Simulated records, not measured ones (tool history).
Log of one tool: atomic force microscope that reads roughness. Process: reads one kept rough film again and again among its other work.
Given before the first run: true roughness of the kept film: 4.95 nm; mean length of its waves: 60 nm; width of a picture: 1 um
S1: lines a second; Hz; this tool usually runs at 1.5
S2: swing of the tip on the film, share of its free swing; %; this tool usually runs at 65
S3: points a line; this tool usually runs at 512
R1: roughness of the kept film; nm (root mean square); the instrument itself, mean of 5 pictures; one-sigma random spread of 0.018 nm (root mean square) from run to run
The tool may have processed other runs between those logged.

run 1 hour=0 | S1=1.5 S2=65 S3=512 | R1=4.341
-- hour=9.2 new tip fitted
run 2 hour=9.4 | S1=1.5 S2=65 S3=512 | R1=4.49
run 3 hour=24.7 | S1=1.5 S2=65 S3=512 | R1=4.353
-- hour=34.6 new tip fitted
run 4 hour=40.9 | S1=3.88 S2=65 S3=512 | R1=4.075
run 5 hour=48.6 | S1=1.48 S2=65 S3=512 | R1=4.38
run 6 hour=59.2 | S1=0.55 S2=65 S3=512 | R1=4.375
-- hour=61.1 new tip fitted
run 7 hour=73.2 | S1=0.55 S2=65 S3=512 | R1=4.496
-- hour=86.8 new tip fitted
run 8 hour=88.8 | S1=1.5 S2=65 S3=512 | R1=4.454
run 9 hour=98.7 | S1=0.58 S2=65 S3=847 | R1=4.545
run 10 hour=108.4 | S1=0.75 S2=65 S3=369 | R1=4.412
-- hour=112.9 new tip fitted
run 11 hour=124.8 | S1=2.73 S2=58 S3=268 | R1=4.319
-- hour=139 new tip fitted
run 12 hour=139 | S1=2.73 S2=58 S3=268 | R1=4.424
run 13 hour=156.7 | S1=1.5 S2=65 S3=465 | R1=4.337
-- hour=164.5 new tip fitted
run 14 hour=168 | S1=1.5 S2=65 S3=465 | R1=4.423
run 15 hour=181.6 | S1=1.35 S2=87 S3=467 | R1=3.923
run 16 hour=189 | S1=2.05 S2=65 S3=440 | R1=4.182

What if the next run were any one of these 4? Each begins from the tool's condition after run 16:
-- hour=191.1 new tip fitted
run A hour=204.5 | S1=2.92 S2=65 S3=512 | R1=?
-- hour=191.1 new tip fitted
run B hour=204.5 | S1=2.05 S2=57 S3=440 | R1=?
-- hour=191.1 new tip fitted
run C hour=204.5 | S1=1.16 S2=69 S3=953 | R1=?
-- hour=191.1 new tip fitted
run D hour=204.5 | S1=3.1 S2=65 S3=512 | R1=?

run=A R1=4.109
run=B R1=4.391
run=C R1=4.347
run=D R1=4.099
Stripped of hidden state, with their random variation kept, the same runs would have yielded:
run=A R1=4.277
run=B R1=4.57
run=C R1=4.525
run=D R1=4.266
